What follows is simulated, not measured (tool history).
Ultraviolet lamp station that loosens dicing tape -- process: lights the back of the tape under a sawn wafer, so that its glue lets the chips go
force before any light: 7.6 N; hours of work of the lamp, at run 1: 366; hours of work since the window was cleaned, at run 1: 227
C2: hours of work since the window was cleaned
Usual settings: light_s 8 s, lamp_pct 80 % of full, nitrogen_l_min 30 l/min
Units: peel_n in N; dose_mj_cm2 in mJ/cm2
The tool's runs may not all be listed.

Run 1, hour 0.0: usual settings; hours of work of the lamp 366; C2 227. Result: peel_n 0.327 N, dose_mj_cm2 273 mJ/cm2.
Run 2, hour 15.3: usual settings; hours of work of the lamp 375; C2 237. Result: peel_n 0.344 N, dose_mj_cm2 275 mJ/cm2.
Run 3, hour 24.7: usual settings; hours of work of the lamp 381; C2 243. Result: peel_n 0.348 N, dose_mj_cm2 275 mJ/cm2.
Run 4, hour 34.6: usual settings but light_s 6 s; hours of work of the lamp 387; C2 249. Result: peel_n 0.585 N, dose_mj_cm2 205 mJ/cm2.
Run 5, hour 44.4: usual settings but light_s 6 s; hours of work of the lamp 393; C2 255. Result: peel_n 0.577 N, dose_mj_cm2 202 mJ/cm2.
Run 6, hour 58.2: usual settings but light_s 6 s; hours of work of the lamp 402; C2 263. Result: peel_n 0.606 N, dose_mj_cm2 203 mJ/cm2.

What will run 7 give?
At hour 59.5: window cleaned of glue's vapour.
Run 7, hour 65.4: usual settings but light_s 6 s; hours of work of the lamp 406; C2 4. Result: peel_n ?, dose_mj_cm2 ?.

For run 7 the tool returned peel_n 0.603 N, dose_mj_cm2 205 mJ/cm2.
Minus the tool's unlogged condition, the same run would have read peel_n 0.426 N, dose_mj_cm2 244 mJ/cm2.

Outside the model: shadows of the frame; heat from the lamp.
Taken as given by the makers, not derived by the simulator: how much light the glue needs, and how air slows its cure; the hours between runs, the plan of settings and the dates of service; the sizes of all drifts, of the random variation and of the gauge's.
